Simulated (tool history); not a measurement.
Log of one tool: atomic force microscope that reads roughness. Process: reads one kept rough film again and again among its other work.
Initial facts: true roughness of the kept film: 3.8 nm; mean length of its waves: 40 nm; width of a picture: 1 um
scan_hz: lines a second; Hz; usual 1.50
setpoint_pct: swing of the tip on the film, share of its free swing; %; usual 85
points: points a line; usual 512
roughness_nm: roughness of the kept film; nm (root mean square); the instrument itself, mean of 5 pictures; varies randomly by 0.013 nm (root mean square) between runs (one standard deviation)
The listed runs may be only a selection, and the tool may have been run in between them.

Run 1, hour 0.0: usual settings. Result: roughness_nm 2.855 nm (root mean square).
Run 2, hour 29.9: usual settings. Result: roughness_nm 2.765 nm (root mean square).
Run 3, hour 58.6: usual settings. Result: roughness_nm 2.711 nm (root mean square).
At hour 72.6: new tip fitted.
Run 4, hour 96.0: usual settings. Result: roughness_nm 2.958 nm (root mean square).
Run 5, hour 128.3: usual settings but scan_hz 1.74 Hz. Result: roughness_nm 2.805 nm (root mean square).
Run 6, hour 152.6: usual settings but scan_hz 1.74 Hz. Result: roughness_nm 2.726 nm (root mean square).
Run 7, hour 197.4: usual settings but scan_hz 1.74 Hz. Result: roughness_nm 2.636 nm (root mean square).
At hour 216.8: new tip fitted.
Run 8, hour 219.3: usual settings but scan_hz 1.74 Hz. Result: roughness_nm 2.914 nm (root mean square).
Run 9, hour 247.7: usual settings but scan_hz 3.79 Hz. Result: roughness_nm 2.359 nm (root mean square).
Run 10, hour 283.2: usual settings but scan_hz 3.79 Hz. Result: roughness_nm 2.289 nm (root mean square).
Run 11, hour 308.8: usual settings. Result: roughness_nm 2.780 nm (root mean square).
Run 12, hour 339.9: usual settings. Result: roughness_nm 2.737 nm (root mean square).
At hour 358.9: new tip fitted.
Run 13, hour 358.9: usual settings but setpoint_pct 55 %. Result: roughness_nm 3.489 nm (root mean square).
Run 14, hour 397.4: usual settings but setpoint_pct 55 %. Result: roughness_nm 3.342 nm (root mean square).
Run 15, hour 428.1: usual settings but setpoint_pct 55 %. Result: roughness_nm 3.245 nm (root mean square).
Run 16, hour 457.0: usual settings but setpoint_pct 55 %. Result: roughness_nm 3.175 nm (root mean square).
Run 17, hour 478.2: usual settings but setpoint_pct 55 %. Result: roughness_nm 3.123 nm (root mean square).
At hour 502.4: new tip fitted.
Run 18, hour 520.1: usual settings but setpoint_pct 55 %. Result: roughness_nm 3.388 nm (root mean square).
Run 19, hour 538.3: usual settings but setpoint_pct 55 %. Result: roughness_nm 3.377 nm (root mean square).
Run 20, hour 582.4: usual settings but scan_hz 0.79 Hz. Result: roughness_nm 3.074 nm (root mean square).
Run 21, hour 626.5: usual settings but scan_hz 0.79 Hz. Result: roughness_nm 2.955 nm (root mean square).
At hour 645.2: new tip fitted.
Run 22, hour 649.6: usual settings but scan_hz 0.79 Hz. Result: roughness_nm 3.253 nm (root mean square).
Run 23, hour 691.7: usual settings but setpoint_pct 57 %. Result: roughness_nm 3.336 nm (root mean square).
Run 24, hour 728.2: usual settings but scan_hz 1.44 Hz, setpoint_pct 57 %. Result: roughness_nm 3.232 nm (root mean square).
Run 25, hour 769.4: usual settings. Result: roughness_nm 2.720 nm (root mean square).
At hour 787.0: new tip fitted.
Run 26, hour 804.2: usual settings. Result: roughness_nm 2.967 nm (root mean square).
Run 27, hour 839.5: usual settings but scan_hz 1.37 Hz, setpoint_pct 90 %. Result: roughness_nm 2.821 nm (root mean square).
Run 28, hour 861.1: usual settings but scan_hz 1.30 Hz, setpoint_pct 86 %, points 623. Result: roughness_nm 2.877 nm (root mean square).
Run 29, hour 882.9: usual settings but scan_hz 1.30 Hz, setpoint_pct 89 %, points 334. Result: roughness_nm 2.744 nm (root mean square).
Run 30, hour 912.6: usual settings but scan_hz 1.30 Hz, setpoint_pct 89 %, points 334. Result: roughness_nm 2.708 nm (root mean square).
At hour 929.9: new tip fitted.
Run 31, hour 937.8: usual settings but scan_hz 1.30 Hz, setpoint_pct 68 %, points 576. Result: roughness_nm 3.335 nm (root mean square).
Run 32, hour 958.0: usual settings but scan_hz 1.30 Hz, setpoint_pct 68 %, points 576. Result: roughness_nm 3.262 nm (root mean square).
Run 33, hour 1000.7: usual settings but scan_hz 1.30 Hz, setpoint_pct 58 %, points 576. Result: roughness_nm 3.253 nm (root mean square).
Run 34, hour 1036.5: usual settings but scan_hz 1.30 Hz, setpoint_pct 58 %, points 576. Result: roughness_nm 3.152 nm (root mean square).
Run 35, hour 1063.0: usual settings but scan_hz 0.96 Hz, points 371. Result: roughness_nm 2.832 nm (root mean square).
At hour 1072.7: new tip fitted.
Run 36, hour 1089.0: usual settings but scan_hz 0.96 Hz, points 371. Result: roughness_nm 3.145 nm (root mean square).
Run 37, hour 1128.5: usual settings but setpoint_pct 89 %, points 304. Result: roughness_nm 2.784 nm (root mean square).
Run 38, hour 1158.5: usual settings but setpoint_pct 64 %, points 309. Result: roughness_nm 3.165 nm (root mean square).
Run 39, hour 1194.7: usual settings but setpoint_pct 57 %, points 653. Result: roughness_nm 3.118 nm (root mean square).
At hour 1215.5: new tip fitted.
Run 40, hour 1224.2: usual settings but scan_hz 0.70 Hz, setpoint_pct 78 %, points 653. Result: roughness_nm 3.366 nm (root mean square).
Run 41, hour 1242.8: usual settings but points 332. Result: roughness_nm 2.969 nm (root mean square).
Run 42, hour 1277.4: usual settings but scan_hz 2.62 Hz, setpoint_pct 69 %, points 654. Result: roughness_nm 3.003 nm (root mean square).
Run 43, hour 1322.0: usual settings but scan_hz 2.98 Hz, setpoint_pct 86 %. Result: roughness_nm 2.368 nm (root mean square).
Run 44, hour 1355.2: usual settings but scan_hz 1.25 Hz, setpoint_pct 86 %, points 328. Result: roughness_nm 2.738 nm (root mean square).
At hour 1358.9: new tip fitted.
Run 45, hour 1391.6: usual settings but scan_hz 0.51 Hz, setpoint_pct 65 %, points 557. Result: roughness_nm 3.426 nm (root mean square).
Run 46, hour 1415.3: usual settings but scan_hz 0.72 Hz. Result: roughness_nm 3.149 nm (root mean square).
Run 47, hour 1446.4: usual settings but scan_hz 0.80 Hz. Result: roughness_nm 3.039 nm (root mean square).
Run 48, hour 1491.1: usual settings but scan_hz 0.51 Hz. Result: roughness_nm 3.043 nm (root mean square).
At hour 1501.1: new tip fitted.
Run 49, hour 1530.0: usual settings but scan_hz 0.51 Hz. Result: roughness_nm 3.303 nm (root mean square).
Run 50, hour 1568.8: usual settings but scan_hz 0.51 Hz, setpoint_pct 86 %. Result: roughness_nm 3.162 nm (root mean square).
Run 51, hour 1606.7: usual settings but scan_hz 0.88 Hz, setpoint_pct 78 %, points 412. Result: roughness_nm 3.028 nm (root mean square).
Run 52, hour 1627.7: usual settings but scan_hz 0.77 Hz, setpoint_pct 75 %. Result: roughness_nm 3.024 nm (root mean square).

Branching from run 52: 4 alternative next runs. What would each branch give?
At hour 1642.5: new tip fitted.
Run A, hour 1646.4: usual settings but setpoint_pct 83 %. Result: roughness_nm ?.
At hour 1642.5: new tip fitted.
Run B, hour 1646.4: usual settings but setpoint_pct 89 %, points 432. Result: roughness_nm ?.
At hour 1642.5: new tip fitted.
Run C, hour 1646.4: usual settings but setpoint_pct 69 %. Result: roughness_nm ?.
At hour 1642.5: new tip fitted.
Run D, hour 1646.4: usual settings but scan_hz 3.79 Hz, setpoint_pct 64 %, points 494. Result: roughness_nm ?.

run  roughness_nm
  A         3.047
  B         2.904
  C         3.307
  D         3.103
Stripped of hidden state, with their random variation kept, the same runs would have yielded:
run  roughness_nm
  A         3.036
  B         2.893
  C         3.295
  D         3.092

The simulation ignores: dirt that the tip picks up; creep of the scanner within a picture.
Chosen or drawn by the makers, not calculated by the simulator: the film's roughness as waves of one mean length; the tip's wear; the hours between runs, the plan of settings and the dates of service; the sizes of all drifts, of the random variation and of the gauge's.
